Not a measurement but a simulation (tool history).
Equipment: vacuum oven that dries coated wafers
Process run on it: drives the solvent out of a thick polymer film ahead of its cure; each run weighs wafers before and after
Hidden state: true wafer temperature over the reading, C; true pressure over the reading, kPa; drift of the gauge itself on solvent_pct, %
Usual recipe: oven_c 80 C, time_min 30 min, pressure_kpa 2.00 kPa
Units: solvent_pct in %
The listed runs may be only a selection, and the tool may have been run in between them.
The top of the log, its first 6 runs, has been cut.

run     day  oven_c  time_min  pressure_kpa  hours of work since the thermocouples were calibrated  hours of work since the vacuum gauge was cleaned of residue  solvent_pct
  7   6.304      80        38          2.00                                                    553                                                          553         1.65
  8   7.442      68        38          2.00                                                    565                                                          565         5.21
  9   8.542      68        38          2.00                                                    577                                                          577         5.20
 10   9.496      68        38          2.00                                                    587                                                          587         5.23
 11  10.867      68        38          5.94                                                    602                                                          602         6.82
 12  11.646      83        30          2.00                                                    610                                                          610         1.75
 13  13.142      80        30          4.50                                                    626                                                          626         3.16
 14  14.617      80        30          4.50                                                    641                                                          641         3.20
 15  15.962      80        30          4.50                                                    655                                                          655         3.20
 16  17.475      80        30          4.50                                                    671                                                          671         3.21
 17  18.946      80        30          4.50                                                    687                                                          687         3.21
 18  19.717      80        30          2.00                                                    695                                                          695         2.47
 19  21.175      80        30          2.00                                                    710                                                          710         2.47
 20  22.604      80        30          2.00                                                    726                                                          726         2.50
 21  23.783      80        30          2.00                                                    738                                                          738         2.50
 22  25.346      80        30          2.00                                                    754                                                          754         2.48
 23  26.458      80        18          2.00                                                    766                                                          766         4.89
 24  27.704      80        34          2.00                                                    779                                                          779         2.03
 25  28.421      75        34          2.00                                                    787                                                          787         3.37
 26  29.358      76        24          3.24                                                    797                                                          797         5.16

The next listed run, before its measurement:
 27  30.229      88        23          3.24                                                    806                                                          806            ?

{"run 27": {"solvent_pct": 1.91}}
Take away the tool's hidden state, keep the run-to-run variation as it was, and the same run would have given solvent_pct 1.71 %.

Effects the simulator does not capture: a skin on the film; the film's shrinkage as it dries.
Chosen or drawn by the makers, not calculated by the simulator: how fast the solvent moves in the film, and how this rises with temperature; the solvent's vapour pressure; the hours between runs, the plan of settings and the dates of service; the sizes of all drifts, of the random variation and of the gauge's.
